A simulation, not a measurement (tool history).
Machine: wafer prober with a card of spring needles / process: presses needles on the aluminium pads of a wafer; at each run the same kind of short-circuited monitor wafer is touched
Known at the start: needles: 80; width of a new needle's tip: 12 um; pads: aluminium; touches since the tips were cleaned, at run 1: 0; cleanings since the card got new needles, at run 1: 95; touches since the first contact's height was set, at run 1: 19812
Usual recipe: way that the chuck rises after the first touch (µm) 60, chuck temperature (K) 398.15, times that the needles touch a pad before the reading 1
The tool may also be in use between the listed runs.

| run | hour | way that the chuck rises after the first touch (µm) | chuck temperature (K) | times that the needles touch a pad before the reading | touches since the tips were cleaned | cleanings since the card got new needles | touches since the first contact's height was set | resistance of one needle with its contact and lead (mohm) | way that a needle slides on the pad (µm) |
|---|---|---|---|---|---|---|---|---|---|
| 1 | 0.0 | 60 | 398.15 | 1 | 0 | 95 | 19812 | 278 | 9.27 |
|  | 4.2 | tips cleaned on abrasive film |
|  | 8.3 | tips cleaned on abrasive film |
|  | 11.7 | tips cleaned on abrasive film |
|  | 15.9 | tips cleaned on abrasive film |
|  | 19.2 | tips cleaned on abrasive film |
|  | 23.4 | tips cleaned on abrasive film |
|  | 27.6 | tips cleaned on abrasive film |
|  | 31.8 | tips cleaned on abrasive film |
|  | 35.9 | tips cleaned on abrasive film |
| 2 | 38.2 | 60 | 398.15 | 1 | 1492 | 104 | 44235 | 289 | 9.08 |
|  | 40.0 | tips cleaned on abrasive film |
|  | 43.3 | tips cleaned on abrasive film |
|  | 47.5 | tips cleaned on abrasive film |
|  | 51.7 | tips cleaned on abrasive film |
|  | 55.8 | tips cleaned on abrasive film |
| 3 | 55.9 | 60 | 398.15 | 2 | 46 | 109 | 55480 | 284 | 9.13 |
|  | 59.3 | tips cleaned on abrasive film |
|  | 63.5 | tips cleaned on abrasive film |
|  | 67.6 | tips cleaned on abrasive film |
|  | 71.8 | tips cleaned on abrasive film |
|  | 76.0 | tips cleaned on abrasive film |
|  | 80.2 | tips cleaned on abrasive film |
| 4 | 83.3 | 60 | 398.15 | 2 | 2036 | 115 | 72983 | 290 | 9.05 |
|  | 84.2 | tips cleaned on abrasive film |
|  | 87.5 | tips cleaned on abrasive film |
|  | 91.7 | tips cleaned on abrasive film |
|  | 95.9 | tips cleaned on abrasive film |
|  | 99.2 | tips cleaned on abrasive film |
|  | 103.4 | tips cleaned on abrasive film |
|  | 107.6 | tips cleaned on abrasive film |
|  | 111.0 | tips cleaned on abrasive film |
| 5 | 111.5 | 60 | 398.15 | 2 | 339 | 123 | 90920 | 285 | 8.96 |
|  | 114.8 | tips cleaned on abrasive film |
|  | 119.0 | tips cleaned on abrasive film |
|  | 123.2 | tips cleaned on abrasive film |
|  | 126.5 | tips cleaned on abrasive film |
|  | 130.7 | tips cleaned on abrasive film |
|  | 134.1 | tips cleaned on abrasive film |
|  | 138.3 | tips cleaned on abrasive film |
|  | 142.4 | tips cleaned on abrasive film |
|  | 145.8 | tips cleaned on abrasive film |
|  | 146.9 | height of the first contact set anew |
|  | 150.3 | tips cleaned on abrasive film |
| 6 | 152.6 | 60 | 398.15 | 1 | 1540 | 133 | 3674 | 295 | 9.42 |
|  | 154.4 | tips cleaned on abrasive film |
|  | 158.5 | tips cleaned on abrasive film |
|  | 162.7 | tips cleaned on abrasive film |
|  | 166.9 | tips cleaned on abrasive film |
|  | 171.1 | tips cleaned on abrasive film |
|  | 175.2 | tips cleaned on abrasive film |
|  | 179.4 | tips cleaned on abrasive film |
|  | 183.6 | tips cleaned on abrasive film |
|  | 186.9 | tips cleaned on abrasive film |
| 7 | 187.1 | 60 | 398.15 | 1 | 80 | 142 | 25620 | 284 | 9.23 |
|  | 190.4 | tips cleaned on abrasive film |
|  | 194.6 | tips cleaned on abrasive film |
|  | 198.0 | tips cleaned on abrasive film |
|  | 202.1 | tips cleaned on abrasive film, once more |
|  | 206.3 | tips cleaned on abrasive film |
| 8 | 207.7 | 60 | 321.15 | 1 | 883 | 147 | 38769 | 270 | 9.14 |
|  | 210.2 | tips cleaned on abrasive film |
|  | 214.4 | tips cleaned on abrasive film |
|  | 217.7 | tips cleaned on abrasive film |
|  | 221.9 | tips cleaned on abrasive film |
|  | 226.1 | tips cleaned on abrasive film |
|  | 229.4 | tips cleaned on abrasive film |
|  | 233.6 | tips cleaned on abrasive film |
| 9 | 235.7 | 60 | 321.15 | 1 | 1327 | 154 | 56628 | 273 | 9.14 |
|  | 237.4 | tips cleaned on abrasive film |
|  | 241.6 | tips cleaned on abrasive film |
|  | 245.7 | tips cleaned on abrasive film |
|  | 249.9 | tips cleaned on abrasive film |
|  | 254.1 | tips cleaned on abrasive film |
| 10 | 254.5 | 60 | 321.15 | 1 | 264 | 159 | 68624 | 257 | 9.06 |
|  | 257.9 | tips cleaned on abrasive film |
|  | 262.0 | tips cleaned on abrasive film |
|  | 266.2 | tips cleaned on abrasive film |
|  | 269.6 | tips cleaned on abrasive film |
|  | 273.7 | tips cleaned on abrasive film |
|  | 277.9 | tips cleaned on abrasive film |
|  | 282.1 | tips cleaned on abrasive film |
|  | 286.3 | tips cleaned on abrasive film |
|  | 290.4 | tips cleaned on abrasive film |
|  | 294.6 | tips cleaned on abrasive film |
| 11 | 294.6 | 79 | 398.15 | 1 | 13 | 169 | 94236 | 274 | 11.82 |
|  | 298.0 | tips cleaned on abrasive film |
|  | 302.2 | tips cleaned on abrasive film |
|  | 306.3 | tips cleaned on abrasive film |
|  | 310.5 | tips cleaned on abrasive film |
| 12 | 312.6 | 67 | 398.15 | 1 | 1381 | 173 | 105741 | 288 | 9.89 |
|  | 314.3 | tips cleaned on abrasive film |
|  | 318.5 | tips cleaned on abrasive film |
|  | 322.7 | tips cleaned on abrasive film |
|  | 324.6 | height of the first contact set anew |
|  | 327.2 | tips cleaned on abrasive film |
|  | 331.3 | tips cleaned on abrasive film |
|  | 335.5 | tips cleaned on abrasive film |
|  | 338.9 | tips cleaned on abrasive film |
|  | 343.1 | tips cleaned on abrasive film |
| 13 | 344.9 | 71 | 398.15 | 1 | 1194 | 181 | 12926 | 288 | 11.12 |
|  | 346.6 | tips cleaned on abrasive film |
|  | 350.0 | tips cleaned on abrasive film |
|  | 354.1 | tips cleaned on abrasive film |
|  | 358.3 | tips cleaned on abrasive film |
|  | 362.5 | tips cleaned on abrasive film |
| 14 | 363.6 | 71 | 398.15 | 1 | 698 | 186 | 24820 | 281 | 11.00 |
|  | 366.1 | tips cleaned on abrasive film |
|  | 370.3 | tips cleaned on abrasive film |
|  | 374.5 | tips cleaned on abrasive film |
|  | 378.6 | tips cleaned on abrasive film |
|  | 382.8 | tips cleaned on abrasive film |
|  | 387.0 | tips cleaned on abrasive film |
|  | 391.2 | tips cleaned on abrasive film |
|  | 395.3 | tips cleaned on abrasive film |
|  | 399.5 | tips cleaned on abrasive film |
| 15 | 400.6 | 71 | 398.15 | 1 | 701 | 195 | 48453 | 281 | 10.93 |
|  | 403.1 | tips cleaned on abrasive film |
|  | 407.3 | tips cleaned on abrasive film |
|  | 410.7 | tips cleaned on abrasive film |
|  | 414.8 | tips cleaned on abrasive film |
|  | 419.0 | tips cleaned on abrasive film |
|  | 422.4 | tips cleaned on abrasive film |
| 16 | 424.9 | 71 | 398.15 | 1 | 1646 | 201 | 63963 | 287 | 10.68 |
|  | 425.8 | tips cleaned on abrasive film |
|  | 430.0 | tips cleaned on abrasive film |
|  | 433.3 | tips cleaned on abrasive film |
|  | 437.5 | tips cleaned on abrasive film |
|  | 441.7 | tips cleaned on abrasive film |
|  | 445.0 | tips cleaned on abrasive film |
|  | 449.2 | tips cleaned on abrasive film |
| 17 | 449.2 | 47 | 398.15 | 2 | 13 | 208 | 79439 | 288 | 6.85 |
|  | 453.4 | tips cleaned on abrasive film |
|  | 456.7 | tips cleaned on abrasive film |
|  | 460.9 | tips cleaned on abrasive film |
|  | 465.1 | tips cleaned on abrasive film |
|  | 469.3 | tips cleaned on abrasive film |
|  | 473.4 | tips cleaned on abrasive film |
| 18 | 473.4 | 47 | 398.15 | 2 | 0 | 214 | 94879 | 285 | 6.75 |
|  | 477.6 | tips cleaned on abrasive film |
|  | 481.8 | tips cleaned on abrasive film |
|  | 486.0 | tips cleaned on abrasive film |
|  | 490.1 | tips cleaned on abrasive film |
|  | 494.3 | tips cleaned on abrasive film |
|  | 498.5 | tips cleaned on abrasive film |
| 19 | 501.1 | 60 | 357.15 | 1 | 1733 | 220 | 112611 | 290 | 8.88 |
|  | 502.0 | tips cleaned on abrasive film |
|  | 502.3 | height of the first contact set anew |
|  | 505.7 | tips cleaned on abrasive film |
|  | 509.9 | tips cleaned on abrasive film |
|  | 514.1 | tips cleaned on abrasive film |
|  | 518.2 | tips cleaned on abrasive film |
|  | 522.4 | tips cleaned on abrasive film |
|  | 526.6 | tips cleaned on abrasive film |
|  | 530.8 | tips cleaned on abrasive film |
| 20 | 533.3 | 60 | 315.15 | 3 | 1652 | 228 | 19784 | 262 | 9.35 |
|  | 534.2 | tips cleaned on abrasive film |
|  | 537.6 | tips cleaned on abrasive film |
|  | 541.7 | tips cleaned on abrasive film |
|  | 545.9 | tips cleaned on abrasive film |
|  | 550.1 | tips cleaned on abrasive film |
|  | 554.3 | tips cleaned on abrasive film |
|  | 558.4 | tips cleaned on abrasive film |
|  | 561.8 | tips cleaned on abrasive film |
| 21 | 564.0 | 60 | 315.15 | 3 | 1424 | 236 | 39336 | 268 | 9.25 |

Entry by entry between the runs, the difference in hidden state between the last listed run before and the first listed run after:
Run 1 -> run 2: tips cleaned on abrasive film (hour 4.2); tips cleaned on abrasive film (hour 8.3); tips cleaned on abrasive film (hour 11.7); tips cleaned on abrasive film (hour 15.9); tips cleaned on abrasive film (hour 19.2); tips cleaned on abrasive film (hour 23.4); tips cleaned on abrasive film (hour 27.6); tips cleaned on abrasive film (hour 31.8); tips cleaned on abrasive film (hour 35.9)
  debris on the tips, nm: 1.8 -> 21.4; way that the needles fall short of the set height, um: 0.85 -> 1.99; tips' diameter, um: 15.47 -> 16.21
  measured less the result without the state, resistance of one needle with its contact and lead (mohm): +2 -> +14; way that a needle slides on the pad (µm): -0.13 -> -0.32
Run 2 -> run 3: tips cleaned on abrasive film (hour 40.0); tips cleaned on abrasive film (hour 43.3); tips cleaned on abrasive film (hour 47.5); tips cleaned on abrasive film (hour 51.7); tips cleaned on abrasive film (hour 55.8)
  debris on the tips, nm: 21.4 -> 3; way that the needles fall short of the set height, um: 1.99 -> 2.49; tips' diameter, um: 16.21 -> 16.38
  measured less the result without the state, resistance of one needle with its contact and lead (mohm): +14 -> +3; way that a needle slides on the pad (µm): -0.32 -> -0.40
Run 3 -> run 4: tips cleaned on abrasive film (hour 59.3); tips cleaned on abrasive film (hour 63.5); tips cleaned on abrasive film (hour 67.6); tips cleaned on abrasive film (hour 71.8); tips cleaned on abrasive film (hour 76.0); tips cleaned on abrasive film (hour 80.2)
  debris on the tips, nm: 3 -> 28.5; way that the needles fall short of the set height, um: 2.49 -> 3.04; tips' diameter, um: 16.38 -> 16.58
  measured less the result without the state, resistance of one needle with its contact and lead (mohm): +3 -> +13; way that a needle slides on the pad (µm): -0.40 -> -0.48
Run 4 -> run 5: tips cleaned on abrasive film (hour 84.2); tips cleaned on abrasive film (hour 87.5); tips cleaned on abrasive film (hour 91.7); tips cleaned on abrasive film (hour 95.9); tips cleaned on abrasive film (hour 99.2); tips cleaned on abrasive film (hour 103.4); tips cleaned on abrasive film (hour 107.6); tips cleaned on abrasive film (hour 111.0)
  debris on the tips, nm: 28.5 -> 7.8; way that the needles fall short of the set height, um: 3.04 -> 3.82; tips' diameter, um: 16.58 -> 16.85
  measured less the result without the state, resistance of one needle with its contact and lead (mohm): +13 -> +6; way that a needle slides on the pad (µm): -0.48 -> -0.60
Run 5 -> run 6: tips cleaned on abrasive film (hour 114.8); tips cleaned on abrasive film (hour 119.0); tips cleaned on abrasive film (hour 123.2); tips cleaned on abrasive film (hour 126.5); tips cleaned on abrasive film (hour 130.7); tips cleaned on abrasive film (hour 134.1); tips cleaned on abrasive film (hour 138.3); tips cleaned on abrasive film (hour 142.4); tips cleaned on abrasive film (hour 145.8); height of the first contact set anew (hour 146.9); tips cleaned on abrasive film (hour 150.3)
  debris on the tips, nm: 7.8 -> 22.9; way that the needles fall short of the set height, um: 3.82 -> 0.1; tips' diameter, um: 16.85 -> 17.23
  measured less the result without the state, resistance of one needle with its contact and lead (mohm): +6 -> +15; way that a needle slides on the pad (µm): -0.60 -> -0.02
Run 6 -> run 7: tips cleaned on abrasive film (hour 154.4); tips cleaned on abrasive film (hour 158.5); tips cleaned on abrasive film (hour 162.7); tips cleaned on abrasive film (hour 166.9); tips cleaned on abrasive film (hour 171.1); tips cleaned on abrasive film (hour 175.2); tips cleaned on abrasive film (hour 179.4); tips cleaned on abrasive film (hour 183.6); tips cleaned on abrasive film (hour 186.9)
  debris on the tips, nm: 22.9 -> 2.7; way that the needles fall short of the set height, um: 0.1 -> 1.06; tips' diameter, um: 17.23 -> 17.57
  measured less the result without the state, resistance of one needle with its contact and lead (mohm): +15 -> +5; way that a needle slides on the pad (µm): -0.02 -> -0.17
Run 7 -> run 8: tips cleaned on abrasive film (hour 190.4); tips cleaned on abrasive film (hour 194.6); tips cleaned on abrasive film (hour 198.0); tips cleaned on abrasive film, once more (hour 202.1); tips cleaned on abrasive film (hour 206.3)
  debris on the tips, nm: 2.7 -> 16; way that the needles fall short of the set height, um: 1.06 -> 1.58; tips' diameter, um: 17.57 -> 17.75
  measured less the result without the state, resistance of one needle with its contact and lead (mohm): +5 -> +13; way that a needle slides on the pad (µm): -0.17 -> -0.24
Run 8 -> run 9: tips cleaned on abrasive film (hour 210.2); tips cleaned on abrasive film (hour 214.4); tips cleaned on abrasive film (hour 217.7); tips cleaned on abrasive film (hour 221.9); tips cleaned on abrasive film (hour 226.1); tips cleaned on abrasive film (hour 229.4); tips cleaned on abrasive film (hour 233.6)
  debris on the tips, nm: 16 -> 21.1; way that the needles fall short of the set height, um: 1.58 -> 2.24; tips' diameter, um: 17.75 -> 17.98
  measured less the result without the state, resistance of one needle with its contact and lead (mohm): +13 -> +17; way that a needle slides on the pad (µm): -0.24 -> -0.36
Run 9 -> run 10: tips cleaned on abrasive film (hour 237.4); tips cleaned on abrasive film (hour 241.6); tips cleaned on abrasive film (hour 245.7); tips cleaned on abrasive film (hour 249.9); tips cleaned on abrasive film (hour 254.1)
  debris on the tips, nm: 21.1 -> 6.5; way that the needles fall short of the set height, um: 2.24 -> 2.74; tips' diameter, um: 17.98 -> 18.16
  measured less the result without the state, resistance of one needle with its contact and lead (mohm): +17 -> +7; way that a needle slides on the pad (µm): -0.36 -> -0.43
Run 10 -> run 11: tips cleaned on abrasive film (hour 257.9); tips cleaned on abrasive film (hour 262.0); tips cleaned on abrasive film (hour 266.2); tips cleaned on abrasive film (hour 269.6); tips cleaned on abrasive film (hour 273.7); tips cleaned on abrasive film (hour 277.9); tips cleaned on abrasive film (hour 282.1); tips cleaned on abrasive film (hour 286.3); tips cleaned on abrasive film (hour 290.4); tips cleaned on abrasive film (hour 294.6)
  debris on the tips, nm: 6.5 -> 2.8; way that the needles fall short of the set height, um: 2.74 -> 3.74; tips' diameter, um: 18.16 -> 18.51
  measured less the result without the state, resistance of one needle with its contact and lead (mohm): +7 -> +1; way that a needle slides on the pad (µm): -0.43 -> -0.59
Run 11 -> run 12: tips cleaned on abrasive film (hour 298.0); tips cleaned on abrasive film (hour 302.2); tips cleaned on abrasive film (hour 306.3); tips cleaned on abrasive film (hour 310.5)
  debris on the tips, nm: 2.8 -> 19.8; way that the needles fall short of the set height, um: 3.74 -> 4.18; tips' diameter, um: 18.51 -> 18.66
  measured less the result without the state, resistance of one needle with its contact and lead (mohm): +1 -> +14; way that a needle slides on the pad (µm): -0.59 -> -0.66
Run 12 -> run 13: tips cleaned on abrasive film (hour 314.3); tips cleaned on abrasive film (hour 318.5); tips cleaned on abrasive film (hour 322.7); height of the first contact set anew (hour 324.6); tips cleaned on abrasive film (hour 327.2); tips cleaned on abrasive film (hour 331.3); tips cleaned on abrasive film (hour 335.5); tips cleaned on abrasive film (hour 338.9); tips cleaned on abrasive film (hour 343.1)
  debris on the tips, nm: 19.8 -> 20.3; way that the needles fall short of the set height, um: 4.18 -> 0.52; tips' diameter, um: 18.66 -> 18.96
  measured less the result without the state, resistance of one needle with its contact and lead (mohm): +14 -> +11; way that a needle slides on the pad (µm): -0.66 -> -0.08
Run 13 -> run 14: tips cleaned on abrasive film (hour 346.6); tips cleaned on abrasive film (hour 350.0); tips cleaned on abrasive film (hour 354.1); tips cleaned on abrasive film (hour 358.3); tips cleaned on abrasive film (hour 362.5)
  debris on the tips, nm: 20.3 -> 11.8; way that the needles fall short of the set height, um: 0.52 -> 1.04; tips' diameter, um: 18.96 -> 19.15
  measured less the result without the state, resistance of one needle with its contact and lead (mohm): +11 -> +8; way that a needle slides on the pad (µm): -0.08 -> -0.16
Run 14 -> run 15: tips cleaned on abrasive film (hour 366.1); tips cleaned on abrasive film (hour 370.3); tips cleaned on abrasive film (hour 374.5); tips cleaned on abrasive film (hour 378.6); tips cleaned on abrasive film (hour 382.8); tips cleaned on abrasive film (hour 387.0); tips cleaned on abrasive film (hour 391.2); tips cleaned on abrasive film (hour 395.3); tips cleaned on abrasive film (hour 399.5)
  debris on the tips, nm: 11.8 -> 13.8; way that the needles fall short of the set height, um: 1.04 -> 2.02; tips' diameter, um: 19.15 -> 19.49
  measured less the result without the state, resistance of one needle with its contact and lead (mohm): +8 -> +9; way that a needle slides on the pad (µm): -0.16 -> -0.32
Run 15 -> run 16: tips cleaned on abrasive film (hour 403.1); tips cleaned on abrasive film (hour 407.3); tips cleaned on abrasive film (hour 410.7); tips cleaned on abrasive film (hour 414.8); tips cleaned on abrasive film (hour 419.0); tips cleaned on abrasive film (hour 422.4)
  debris on the tips, nm: 13.8 -> 22.8; way that the needles fall short of the set height, um: 2.02 -> 2.71; tips' diameter, um: 19.49 -> 19.73
  measured less the result without the state, resistance of one needle with its contact and lead (mohm): +9 -> +14; way that a needle slides on the pad (µm): -0.32 -> -0.42
Run 16 -> run 17: tips cleaned on abrasive film (hour 425.8); tips cleaned on abrasive film (hour 430.0); tips cleaned on abrasive film (hour 433.3); tips cleaned on abrasive film (hour 437.5); tips cleaned on abrasive film (hour 441.7); tips cleaned on abrasive film (hour 445.0); tips cleaned on abrasive film (hour 449.2)
  debris on the tips, nm: 22.8 -> 2.2; way that the needles fall short of the set height, um: 2.71 -> 3.39; tips' diameter, um: 19.73 -> 19.97
  measured less the result without the state, resistance of one needle with its contact and lead (mohm): +14 -> +9; way that a needle slides on the pad (µm): -0.42 -> -0.54
Run 17 -> run 18: tips cleaned on abrasive film (hour 453.4); tips cleaned on abrasive film (hour 456.7); tips cleaned on abrasive film (hour 460.9); tips cleaned on abrasive film (hour 465.1); tips cleaned on abrasive film (hour 469.3); tips cleaned on abrasive film (hour 473.4)
  debris on the tips, nm: 2.2 -> 3.8; way that the needles fall short of the set height, um: 3.39 -> 3.97; tips' diameter, um: 19.97 -> 20.17
  measured less the result without the state, resistance of one needle with its contact and lead (mohm): +9 -> +10; way that a needle slides on the pad (µm): -0.54 -> -0.63
Run 18 -> run 19: tips cleaned on abrasive film (hour 477.6); tips cleaned on abrasive film (hour 481.8); tips cleaned on abrasive film (hour 486.0); tips cleaned on abrasive film (hour 490.1); tips cleaned on abrasive film (hour 494.3); tips cleaned on abrasive film (hour 498.5)
  debris on the tips, nm: 3.8 -> 26.7; way that the needles fall short of the set height, um: 3.97 -> 4.51; tips' diameter, um: 20.17 -> 20.36
  measured less the result without the state, resistance of one needle with its contact and lead (mohm): +10 -> +27; way that a needle slides on the pad (µm): -0.63 -> -0.72
Run 19 -> run 20: tips cleaned on abrasive film (hour 502.0); height of the first contact set anew (hour 502.3); tips cleaned on abrasive film (hour 505.7); tips cleaned on abrasive film (hour 509.9); tips cleaned on abrasive film (hour 514.1); tips cleaned on abrasive film (hour 518.2); tips cleaned on abrasive film (hour 522.4); tips cleaned on abrasive film (hour 526.6); tips cleaned on abrasive film (hour 530.8)
  debris on the tips, nm: 26.7 -> 23.3; way that the needles fall short of the set height, um: 4.51 -> 0.73; tips' diameter, um: 20.36 -> 20.64
  measured less the result without the state, resistance of one needle with its contact and lead (mohm): +27 -> +11; way that a needle slides on the pad (µm): -0.72 -> -0.11
Run 20 -> run 21: tips cleaned on abrasive film (hour 534.2); tips cleaned on abrasive film (hour 537.6); tips cleaned on abrasive film (hour 541.7); tips cleaned on abrasive film (hour 545.9); tips cleaned on abrasive film (hour 550.1); tips cleaned on abrasive film (hour 554.3); tips cleaned on abrasive film (hour 558.4); tips cleaned on abrasive film (hour 561.8)
  debris on the tips, nm: 23.3 -> 22.4; way that the needles fall short of the set height, um: 0.73 -> 1.6; tips' diameter, um: 20.64 -> 20.94
  measured less the result without the state, resistance of one needle with its contact and lead (mohm): +11 -> +11; way that a needle slides on the pad (µm): -0.11 -> -0.25
